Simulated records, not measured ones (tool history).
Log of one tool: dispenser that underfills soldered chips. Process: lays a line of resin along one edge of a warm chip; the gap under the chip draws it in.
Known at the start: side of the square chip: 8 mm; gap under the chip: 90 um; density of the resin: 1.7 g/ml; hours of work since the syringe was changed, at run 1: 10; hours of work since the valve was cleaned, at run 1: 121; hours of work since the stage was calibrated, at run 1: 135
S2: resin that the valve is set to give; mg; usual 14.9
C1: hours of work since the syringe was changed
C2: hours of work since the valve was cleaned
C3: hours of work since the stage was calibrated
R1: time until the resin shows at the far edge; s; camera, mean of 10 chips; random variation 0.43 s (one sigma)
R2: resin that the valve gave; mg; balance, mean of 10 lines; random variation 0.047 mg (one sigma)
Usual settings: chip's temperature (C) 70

run 1 hour=0.0 | chip's_temperature_(C)=70 S2=14.9 | C1=10 C2=121 C3=135 | R1=65.7 R2=14.25
-- hour=1.0 new syringe of resin
run 2 hour=5.5 | chip's_temperature_(C)=70 S2=14.9 | C1=4 C2=125 C3=139 | R1=42.1 R2=14.27
run 3 hour=11.2 | chip's_temperature_(C)=76 S2=14.9 | C1=8 C2=130 C3=144 | R1=46.6 R2=14.25
-- hour=14.7 new syringe of resin
run 4 hour=15.1 | chip's_temperature_(C)=76 S2=14.9 | C1=0 C2=133 C3=147 | R1=26.0 R2=14.18
run 5 hour=19.7 | chip's_temperature_(C)=76 S2=14.9 | C1=4 C2=136 C3=150 | R1=34.6 R2=14.11
run 6 hour=23.3 | chip's_temperature_(C)=64 S2=14.9 | C1=7 C2=139 C3=153 | R1=67.5 R2=14.14
-- hour=28.2 dispensing valve cleaned and set on the balance
-- hour=29.0 new syringe of resin
run 7 hour=31.7 | chip's_temperature_(C)=76 S2=15.7 | C1=2 C2=3 C3=159 | R1=30.2 R2=15.66
run 8 hour=36.2 | chip's_temperature_(C)=76 S2=15.7 | C1=6 C2=6 C3=162 | R1=38.4 R2=15.64
run 9 hour=40.6 | chip's_temperature_(C)=57 S2=12.7 | C1=9 C2=10 C3=166 | R1=110.3 R2=12.67
-- hour=42.7 new syringe of resin
run 10 hour=47.6 | chip's_temperature_(C)=81 S2=14.1 | C1=4 C2=15 C3=171 | R1=29.0 R2=13.96

Forecast each of these 4 alternatives for the next run:
run A hour=52.0 | chip's_temperature_(C)=78 S2=16.4 | C1=7 C2=18 C3=174 | R1=? R2=?
run B hour=52.0 | chip's_temperature_(C)=85 S2=14.9 | C1=7 C2=18 C3=174 | R1=? R2=?
run C hour=52.0 | chip's_temperature_(C)=83 S2=14.1 | C1=7 C2=18 C3=174 | R1=? R2=?
run D hour=52.0 | chip's_temperature_(C)=81 S2=14.3 | C1=7 C2=18 C3=174 | R1=? R2=?

run=A R1=40.2 R2=16.26
run=B R1=32.6 R2=14.73
run=C R1=34.0 R2=14.06
run=D R1=37.1 R2=14.24
Without the tool's hidden state the same runs would have given:
run=A R1=22.2 R2=16.39
run=B R1=18.2 R2=14.85
run=C R1=18.6 R2=14.18
run=D R1=20.7 R2=14.36

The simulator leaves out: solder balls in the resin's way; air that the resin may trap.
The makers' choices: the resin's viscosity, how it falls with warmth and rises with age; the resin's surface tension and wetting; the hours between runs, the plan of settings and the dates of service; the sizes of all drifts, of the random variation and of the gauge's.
